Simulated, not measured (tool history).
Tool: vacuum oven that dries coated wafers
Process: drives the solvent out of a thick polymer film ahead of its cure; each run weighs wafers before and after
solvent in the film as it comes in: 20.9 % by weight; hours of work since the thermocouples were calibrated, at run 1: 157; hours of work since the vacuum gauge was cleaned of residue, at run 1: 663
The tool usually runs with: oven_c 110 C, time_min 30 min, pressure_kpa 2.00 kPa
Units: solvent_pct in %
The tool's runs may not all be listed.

| run | hour | oven_c | time_min | pressure_kpa | hours of work since the thermocouples were calibrated | hours of work since the vacuum gauge was cleaned of residue | solvent_pct |
|---|---|---|---|---|---|---|---|
| 1 | 0.0 | 110 | 30 | 2.00 | 157 | 663 | 3.31 |
| 2 | 96.3 | 110 | 41 | 2.00 | 229 | 735 | 2.48 |
| 3 | 166.3 | 110 | 41 | 2.00 | 281 | 787 | 2.45 |
| 4 | 278.2 | 110 | 41 | 2.00 | 365 | 871 | 2.48 |
| 5 | 396.0 | 110 | 30 | 2.00 | 453 | 959 | 3.27 |
| 6 | 490.2 | 110 | 30 | 2.00 | 524 | 1030 | 3.28 |
| 7 | 601.4 | 110 | 30 | 2.00 | 607 | 1113 | 3.29 |
| 8 | 683.7 | 110 | 30 | 2.00 | 669 | 1175 | 3.25 |
| 9 | 771.6 | 110 | 30 | 2.00 | 735 | 1241 | 3.24 |
| 10 | 829.1 | 110 | 30 | 1.13 | 778 | 1284 | 2.55 |
| 11 | 883.3 | 110 | 30 | 1.13 | 819 | 1324 | 2.55 |
| 12 | 998.1 | 110 | 30 | 1.13 | 905 | 1410 | 2.55 |
| 13 | 1082.3 | 110 | 30 | 1.13 | 968 | 1473 | 2.54 |
| 14 | 1151.7 | 110 | 30 | 1.13 | 1020 | 1525 | 2.52 |
| 15 | 1275.1 | 110 | 30 | 1.13 | 1112 | 1618 | 2.52 |
| 16 | 1389.5 | 110 | 30 | 2.00 | 1198 | 1704 | 3.22 |
| 17 | 1480.1 | 110 | 30 | 2.00 | 1266 | 1771 | 3.21 |
| 18 | 1598.0 | 110 | 30 | 2.00 | 1354 | 1860 | 3.21 |
| 19 | 1704.0 | 110 | 30 | 3.06 | 1433 | 1939 | 4.02 |
| 20 | 1788.2 | 120 | 22 | 6.17 | 1497 | 2002 | 4.61 |
| 21 | 1844.8 | 120 | 22 | 6.17 | 1539 | 2045 | 4.60 |
| 22 | 1922.7 | 113 | 37 | 2.94 | 1597 | 2103 | 2.85 |
|  | 1987.3 | oven's thermocouples calibrated |
| 23 | 2040.9 | 105 | 28 | 1.01 | 40 | 2190 | 4.36 |
|  | 2076.7 | vacuum gauge cleaned of residue and calibrated |
| 24 | 2140.2 | 100 | 16 | 6.77 | 113 | 48 | 13.22 |
| 25 | 2237.3 | 106 | 30 | 3.12 | 186 | 120 | 5.31 |
| 26 | 2307.8 | 102 | 53 | 2.00 | 239 | 173 | 3.29 |
| 27 | 2405.3 | 99 | 17 | 1.15 | 312 | 246 | 8.82 |
| 28 | 2518.8 | 116 | 44 | 1.15 | 397 | 331 | 1.01 |
| 29 | 2579.4 | 120 | 23 | 1.10 | 443 | 377 | 1.61 |
| 30 | 2698.6 | 123 | 25 | 2.58 | 532 | 466 | 1.88 |
| 31 | 2820.0 | 123 | 25 | 2.58 | 623 | 557 | 1.87 |
| 32 | 2929.9 | 123 | 18 | 2.58 | 705 | 639 | 2.55 |
| 33 | 2992.8 | 123 | 18 | 2.58 | 752 | 686 | 2.55 |
| 34 | 3093.1 | 123 | 18 | 2.58 | 827 | 761 | 2.53 |

Entry by entry between the runs, the difference in hidden state between the last listed run before and the first listed run after:
Run 22 -> run 23: oven's thermocouples calibrated (hour 1987.3)
  true wafer temperature over the reading, C: 1.75 -> -0.06; true pressure over the reading, kPa: 0.379 -> 0.394
  what was measured, less what the result would be without the hidden state, solvent_pct: +0.01 -> +0.37 %
Run 23 -> run 24: vacuum gauge cleaned of residue and calibrated (hour 2076.7)
  true wafer temperature over the reading, C: -0.06 -> 0.02; true pressure over the reading, kPa: 0.394 -> -0.003
  what was measured, less what the result would be without the hidden state, solvent_pct: +0.37 -> -0.01 %

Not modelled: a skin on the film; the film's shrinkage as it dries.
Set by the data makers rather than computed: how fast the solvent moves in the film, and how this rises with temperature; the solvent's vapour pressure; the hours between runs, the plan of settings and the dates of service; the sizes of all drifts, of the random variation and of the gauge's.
